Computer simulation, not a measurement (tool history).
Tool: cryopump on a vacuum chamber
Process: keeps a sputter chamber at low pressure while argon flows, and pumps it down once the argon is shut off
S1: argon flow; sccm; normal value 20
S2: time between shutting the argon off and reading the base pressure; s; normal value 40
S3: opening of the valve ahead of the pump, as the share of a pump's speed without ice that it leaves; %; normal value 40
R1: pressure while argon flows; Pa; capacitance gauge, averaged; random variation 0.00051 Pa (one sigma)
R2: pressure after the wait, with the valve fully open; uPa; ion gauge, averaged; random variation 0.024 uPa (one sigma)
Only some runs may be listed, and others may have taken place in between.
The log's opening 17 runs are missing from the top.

run,hour,S1,S2,S3,R1,R2
18,1351.6,38,111,23,0.2117,0.61
19,1449.4,38,86,30,0.1629,0.76
20,1508,16,64,30,0.0692,0.93
21,1555.6,35,24,30,0.1526,1.68
22,1647.3,20,40,45,0.0603,1.27
23,1733.5,34,196,34,0.1327,0.88
24,1778.8,17,20,40,0.058,2.16
25,1829.6,17,20,40,0.0575,2.17
26,1934.6,17,71,36,0.0641,1.32
27,2045.9,17,71,36,0.065,1.47
# hour 2059.6: pump warmed up, emptied and cooled again
28,2151.1,10,23,34,0.0377,2.09
29,2251.3,10,23,19,0.0659,2.18
30,2320.1,27,37,45,0.0777,1.75

Forecast each of these 4 alternatives for the next run:
A,2415.2,14,37,40,?,?
B,2415.2,27,23,21,?,?
C,2415.2,14,40,22,?,?
D,2415.2,22,37,45,?,?

run,R1,R2
A,0.0457,1.83
B,0.164,2.31
C,0.08,1.89
D,0.0652,1.93
With the hidden condition removed and each run's random variation left untouched, the same runs would have given:
run,R1,R2
A,0.0437,0.89
B,0.1602,1.35
C,0.078,0.92
D,0.0621,0.96
